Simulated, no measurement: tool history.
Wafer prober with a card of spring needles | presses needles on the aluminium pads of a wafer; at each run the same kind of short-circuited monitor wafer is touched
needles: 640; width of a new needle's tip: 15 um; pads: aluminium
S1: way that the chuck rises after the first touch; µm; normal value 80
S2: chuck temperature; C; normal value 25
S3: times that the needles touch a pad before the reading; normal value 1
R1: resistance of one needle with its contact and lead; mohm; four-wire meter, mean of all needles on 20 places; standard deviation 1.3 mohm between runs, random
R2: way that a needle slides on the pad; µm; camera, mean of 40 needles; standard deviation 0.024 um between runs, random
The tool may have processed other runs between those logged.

{"run": 1, "hour": 0.0, "S1": 80, "S2": 25, "S3": 1, "R1": 113, "R2": 22.38}
{"hour": 13.2, "done": "tips cleaned on abrasive film"}
{"hour": 37.1, "done": "tips cleaned on abrasive film"}
{"run": 2, "hour": 39.7, "S1": 80, "S2": 25, "S3": 1, "R1": 112, "R2": 22.45}
{"hour": 60.6, "done": "tips cleaned on abrasive film"}
{"hour": 86.8, "done": "tips cleaned on abrasive film"}
{"run": 3, "hour": 89.8, "S1": 80, "S2": 25, "S3": 1, "R1": 112, "R2": 22.43}
{"hour": 113.2, "done": "tips cleaned on abrasive film"}
{"hour": 140.0, "done": "tips cleaned on abrasive film"}
{"run": 4, "hour": 140.3, "S1": 80, "S2": 25, "S3": 2, "R1": 109, "R2": 22.4}
{"hour": 165.3, "done": "tips cleaned on abrasive film"}
{"run": 5, "hour": 186.4, "S1": 80, "S2": 25, "S3": 2, "R1": 112, "R2": 22.42}
{"hour": 191.0, "done": "tips cleaned on abrasive film"}
{"hour": 210.6, "done": "height of the first contact set anew"}
{"hour": 216.7, "done": "tips cleaned on abrasive film"}
{"hour": 240.4, "done": "tips cleaned on abrasive film"}
{"run": 6, "hour": 240.4, "S1": 80, "S2": 25, "S3": 1, "R1": 110, "R2": 22.41}
{"hour": 264.2, "done": "tips cleaned on abrasive film"}
{"run": 7, "hour": 284.1, "S1": 80, "S2": 25, "S3": 1, "R1": 109, "R2": 22.42}
{"hour": 288.9, "done": "tips cleaned on abrasive film"}
{"hour": 313.0, "done": "tips cleaned on abrasive film"}
{"run": 8, "hour": 322.3, "S1": 72, "S2": 25, "S3": 1, "R1": 111, "R2": 20.21}
{"hour": 336.6, "done": "tips cleaned on abrasive film"}
{"hour": 361.2, "done": "tips cleaned on abrasive film"}
{"run": 9, "hour": 370.6, "S1": 72, "S2": 25, "S3": 1, "R1": 112, "R2": 20.16}
{"hour": 387.8, "done": "tips cleaned on abrasive film"}
{"hour": 412.2, "done": "tips cleaned on abrasive film"}
{"run": 10, "hour": 417.2, "S1": 72, "S2": 25, "S3": 1, "R1": 113, "R2": 20.23}
{"hour": 439.2, "done": "tips cleaned on abrasive film"}
{"run": 11, "hour": 456.8, "S1": 95, "S2": 84, "S3": 1, "R1": 117, "R2": 26.67}
{"hour": 464.7, "done": "tips cleaned on abrasive film"}
{"hour": 491.5, "done": "tips cleaned on abrasive film"}
{"run": 12, "hour": 512.8, "S1": 95, "S2": 84, "S3": 1, "R1": 117, "R2": 26.67}
{"hour": 515.3, "done": "tips cleaned on abrasive film"}
{"hour": 540.8, "done": "tips cleaned on abrasive film"}
{"run": 13, "hour": 552.1, "S1": 95, "S2": 84, "S3": 1, "R1": 115, "R2": 26.61}
{"hour": 564.4, "done": "tips cleaned on abrasive film"}
{"hour": 588.4, "done": "tips cleaned on abrasive film"}
{"run": 14, "hour": 594.9, "S1": 81, "S2": 25, "S3": 1, "R1": 114, "R2": 22.72}
{"hour": 614.7, "done": "tips cleaned on abrasive film"}
{"run": 15, "hour": 635.0, "S1": 96, "S2": 25, "S3": 1, "R1": 111, "R2": 26.93}
{"hour": 639.0, "done": "tips cleaned on abrasive film"}
{"hour": 664.2, "done": "tips cleaned on abrasive film"}
{"run": 16, "hour": 677.5, "S1": 65, "S2": 49, "S3": 1, "R1": 119, "R2": 18.24}
{"hour": 688.5, "done": "tips cleaned on abrasive film"}
{"hour": 712.4, "done": "tips cleaned on abrasive film"}
{"run": 17, "hour": 715.8, "S1": 65, "S2": 49, "S3": 1, "R1": 118, "R2": 18.23}
{"hour": 737.8, "done": "tips cleaned on abrasive film"}
{"hour": 763.9, "done": "tips cleaned on abrasive film"}
{"run": 18, "hour": 770.1, "S1": 94, "S2": 67, "S3": 3, "R1": 115, "R2": 26.45}

Forecast each of these 4 alternatives for the next run:
{"hour": 788.5, "done": "tips cleaned on abrasive film"}
{"hour": 797.5, "done": "height of the first contact set anew"}
{"hour": 813.4, "done": "tips cleaned on abrasive film"}
{"run": "A", "hour": 815.3, "S1": 94, "S2": 39, "S3": 2, "R1": "?", "R2": "?"}
{"hour": 788.5, "done": "tips cleaned on abrasive film"}
{"hour": 797.5, "done": "height of the first contact set anew"}
{"hour": 813.4, "done": "tips cleaned on abrasive film"}
{"run": "B", "hour": 815.3, "S1": 63, "S2": 74, "S3": 2, "R1": "?", "R2": "?"}
{"hour": 788.5, "done": "tips cleaned on abrasive film"}
{"hour": 797.5, "done": "height of the first contact set anew"}
{"hour": 813.4, "done": "tips cleaned on abrasive film"}
{"run": "C", "hour": 815.3, "S1": 62, "S2": 64, "S3": 2, "R1": "?", "R2": "?"}
{"hour": 788.5, "done": "tips cleaned on abrasive film"}
{"hour": 797.5, "done": "height of the first contact set anew"}
{"hour": 813.4, "done": "tips cleaned on abrasive film"}
{"run": "D", "hour": 815.3, "S1": 80, "S2": 89, "S3": 3, "R1": "?", "R2": "?"}

run=A R1=109 R2=26.42
run=B R1=123 R2=17.76
run=C R1=122 R2=17.4
run=D R1=120 R2=22.5
Without the tool's unlogged condition, the same runs would have read:
run=A R1=109 R2=26.31
run=B R1=123 R2=17.69
run=C R1=122 R2=17.33
run=D R1=120 R2=22.4
